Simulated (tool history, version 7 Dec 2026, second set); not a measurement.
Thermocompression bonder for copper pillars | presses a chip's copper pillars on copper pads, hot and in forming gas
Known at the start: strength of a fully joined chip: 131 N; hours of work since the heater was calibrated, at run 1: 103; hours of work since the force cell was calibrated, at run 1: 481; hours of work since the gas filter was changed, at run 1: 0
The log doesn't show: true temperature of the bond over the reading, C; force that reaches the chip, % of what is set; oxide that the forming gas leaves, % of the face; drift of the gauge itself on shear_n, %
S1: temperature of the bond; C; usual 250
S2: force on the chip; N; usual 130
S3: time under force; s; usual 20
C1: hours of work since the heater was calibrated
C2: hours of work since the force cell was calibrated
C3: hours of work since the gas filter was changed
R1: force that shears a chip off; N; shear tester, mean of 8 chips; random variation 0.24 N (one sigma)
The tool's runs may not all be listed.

| run | day | S1 | S2 | S3 | C1 | C2 | C3 | R1 |
|---|---|---|---|---|---|---|---|---|
| 1 | 0 | 250 | 130 | 20 | 103 | 481 | 0 | 97 |
| 2 | 0.675 | 250 | 130 | 20 | 115 | 492 | 11 | 97 |
| 3 | 1.892 | 261 | 130 | 20 | 135 | 512 | 31 | 104 |
| 4 | 2.562 | 261 | 130 | 20 | 146 | 523 | 42 | 104 |
| 5 | 3.15 | 261 | 130 | 20 | 155 | 533 | 52 | 103.8 |
| 6 | 3.838 | 264 | 130 | 20 | 167 | 544 | 63 | 105.7 |
| 7 | 4.75 | 264 | 130 | 20 | 182 | 559 | 78 | 106 |
| 8 | 5.433 | 264 | 130 | 12 | 193 | 570 | 89 | 94.6 |
|  | 5.579 | force cell calibrated |
| 9 | 6.162 | 231 | 122 | 21 | 204 | 10 | 100 | 80.8 |
| 10 | 6.996 | 280 | 122 | 53 | 217 | 23 | 114 | 123.5 |
| 11 | 8.192 | 250 | 139 | 13 | 237 | 43 | 134 | 91.8 |

How the hidden state differs across the entries between the runs, from the last listed run before each to the first after it:
Between runs 8 and 9: force cell calibrated (day 5.579)
  true temperature of the bond over the reading, C: 1.2 -> 1.3; force that reaches the chip, % of what is set: 103.5 -> 105.1; oxide that the forming gas leaves, % of the face: 1.54 -> 1.67
  measured less the result without the state, R1: +1.9 -> +3.1 N

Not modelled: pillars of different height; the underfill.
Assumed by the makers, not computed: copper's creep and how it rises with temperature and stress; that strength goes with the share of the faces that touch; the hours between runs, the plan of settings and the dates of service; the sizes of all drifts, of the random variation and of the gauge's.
